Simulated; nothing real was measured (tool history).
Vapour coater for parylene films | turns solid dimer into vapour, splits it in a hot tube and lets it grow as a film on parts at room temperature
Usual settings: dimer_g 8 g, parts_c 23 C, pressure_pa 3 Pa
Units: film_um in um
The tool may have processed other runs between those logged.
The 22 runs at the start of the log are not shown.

run,hour,dimer_g,parts_c,pressure_pa,hours of work since the trap's valve was overhauled,hours of work since the table's thermometer was calibrated,film_um
23,1194.3,8,28,3,366,1474,1.483
24,1231.7,8,28,3,390,1497,1.477
25,1272.4,8,34,3.41,415,1522,1.273
26,1327.9,8,31,11.24,449,1556,1.062
27,1382.4,11,31,9.82,483,1590,1.495
28,1425.3,11,31,9.82,510,1617,1.492
29,1494.5,11,31,9.82,553,1660,1.475
# hour 1568.8: trap's valve overhauled
30,1568.8,5,34,8.83,0,1703,0.679
# hour 1576.9: table's thermometer calibrated
31,1601.9,5,34,8.83,20,16,0.664
32,1651,8,25,2.01,50,46,1.764
33,1689.1,6,25,3.15,74,70,1.205
34,1754.8,4,18,3.15,115,110,0.928
35,1829,4,18,7,161,156,0.784
36,1889.5,4,28,4.12,198,194,0.697
# hour 1940: table's thermometer calibrated, once more
37,1956,12,28,4.12,239,10,2.133
38,1986.9,12,28,4.12,258,29,2.118
39,2062.5,12,28,4.12,305,76,2.128
40,2106,12,28,4.12,332,103,2.125
41,2177.3,5,19,3,376,147,1.139
42,2227.5,5,19,3,407,178,1.133
43,2264.5,5,18,3,430,201,1.147
44,2316.5,5,23,3,463,234,1.037
45,2357.2,5,23,3,488,259,1.033
46,2410.9,8,22,3.65,521,292,1.628

Here are 4 independent what-if runs from the current tool condition. What would each one return?
A,2468.7,8,22,6.44,557,328,?
B,2468.7,4,22,3.65,557,328,?
C,2468.7,8,24,2.42,557,328,?
D,2468.7,8,33,3,557,328,?

run,film_um
A,1.427
B,0.805
C,1.668
D,1.333
Without the tool's hidden state the same runs would have given:
run,film_um
A,1.492
B,0.842
C,1.744
D,1.393
